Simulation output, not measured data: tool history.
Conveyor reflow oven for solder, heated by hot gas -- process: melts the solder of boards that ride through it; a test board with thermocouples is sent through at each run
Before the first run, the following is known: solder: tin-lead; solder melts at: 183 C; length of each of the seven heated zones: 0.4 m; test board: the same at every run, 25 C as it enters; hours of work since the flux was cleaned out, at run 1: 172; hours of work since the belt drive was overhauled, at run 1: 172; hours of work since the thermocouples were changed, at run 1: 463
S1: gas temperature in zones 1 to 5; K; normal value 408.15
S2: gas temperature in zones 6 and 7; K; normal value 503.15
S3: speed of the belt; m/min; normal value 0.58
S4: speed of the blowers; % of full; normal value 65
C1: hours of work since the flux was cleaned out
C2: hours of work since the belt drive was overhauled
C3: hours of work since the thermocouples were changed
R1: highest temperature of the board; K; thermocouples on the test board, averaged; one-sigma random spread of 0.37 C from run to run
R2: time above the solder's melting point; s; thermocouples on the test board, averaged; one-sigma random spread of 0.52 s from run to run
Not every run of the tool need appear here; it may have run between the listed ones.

Run 1, day 0: usual settings; C1 172; C2 172; C3 463. Result: R1 480.45 K, R2 49.2 s.
Run 2, day 0.954: usual settings; C1 184; C2 184; C3 474. Result: R1 479.85 K, R2 50.3 s.
Run 3, day 2.192: usual settings; C1 200; C2 200; C3 490. Result: R1 481.55 K, R2 50.3 s.
At day 2.804: flux residue cleaned out of gas plates and filters.
Run 4, day 3.183: usual settings; C1 5; C2 209; C3 499. Result: R1 480.55 K, R2 50.6 s.
Run 5, day 3.788: usual settings but S4 78 % of full; C1 12; C2 217; C3 507. Result: R1 482.25 K, R2 54 s.
Run 6, day 4.75: usual settings; C1 24; C2 229; C3 519. Result: R1 481.45 K, R2 50.1 s.
Run 7, day 6.1: usual settings; C1 41; C2 245; C3 536. Result: R1 481.15 K, R2 49.8 s.
Run 8, day 7.108: usual settings but S3 0.484 m/min; C1 53; C2 258; C3 548. Result: R1 487.45 K, R2 68.8 s.
Run 9, day 8.075: usual settings but S3 0.484 m/min; C1 65; C2 270; C3 560. Result: R1 486.75 K, R2 69.7 s.
Run 10, day 8.788: usual settings but S3 0.484 m/min; C1 74; C2 279; C3 569. Result: R1 486.95 K, R2 69 s.
Run 11, day 9.558: usual settings but S3 0.484 m/min; C1 84; C2 288; C3 578. Result: R1 486.85 K, R2 69.7 s.
Run 12, day 10.625: usual settings but S4 73 % of full; C1 97; C2 301; C3 592. Result: R1 483.15 K, R2 52.3 s.
Run 13, day 11.438: usual settings but S1 417.15 K, S2 517.15 K; C1 107; C2 311; C3 602. Result: R1 494.25 K, R2 65.4 s.
Run 14, day 12.708: usual settings but S1 397.15 K, S2 509.15 K, S3 0.461 m/min, S4 77 % of full; C1 123; C2 327; C3 617. Result: R1 494.25 K, R2 76.7 s.
Run 15, day 13.729: usual settings but S1 397.15 K, S2 509.15 K, S3 0.461 m/min, S4 77 % of full; C1 135; C2 340; C3 630. Result: R1 493.75 K, R2 75.7 s.
Run 16, day 14.408: usual settings but S1 420.15 K, S3 0.532 m/min, S4 67 % of full; C1 144; C2 348; C3 638. Result: R1 487.05 K, R2 67.4 s.
Run 17, day 15.638: usual settings but S1 420.15 K, S3 0.532 m/min, S4 67 % of full; C1 159; C2 363; C3 654. Result: R1 486.85 K, R2 67.7 s.
Run 18, day 16.492: usual settings but S1 420.15 K, S3 0.532 m/min, S4 67 % of full; C1 170; C2 374; C3 664. Result: R1 487.25 K, R2 66.7 s.
Run 19, day 17.771: usual settings but S2 499.15 K; C1 185; C2 390; C3 680. Result: R1 478.05 K, R2 46.2 s.
Run 20, day 18.904: usual settings but S3 0.534 m/min, S4 50 % of full; C1 199; C2 404; C3 694. Result: R1 480.35 K, R2 52 s.
At day 19.496: flux residue cleaned out of gas plates and filters.
Run 21, day 19.696: usual settings but S3 0.534 m/min, S4 50 % of full; C1 2; C2 411; C3 701. Result: R1 480.55 K, R2 52.6 s.
Run 22, day 21.038: usual settings but S1 400.15 K, S2 505.15 K, S4 87 % of full; C1 19; C2 428; C3 718. Result: R1 485.95 K, R2 53.2 s.

Run 23 has not been measured yet. What should we expect?
Run 23, day 22.358: usual settings but S1 413.15 K, S3 0.513 m/min, S4 86 % of full; C1 35; C2 444; C3 734. Result: R1 ?, R2 ?.

Run 23 gave R1 489.55 K, R2 71.1 s.
Minus the tool's unlogged condition, the same run would have read R1 489.75 K, R2 71.2 s.

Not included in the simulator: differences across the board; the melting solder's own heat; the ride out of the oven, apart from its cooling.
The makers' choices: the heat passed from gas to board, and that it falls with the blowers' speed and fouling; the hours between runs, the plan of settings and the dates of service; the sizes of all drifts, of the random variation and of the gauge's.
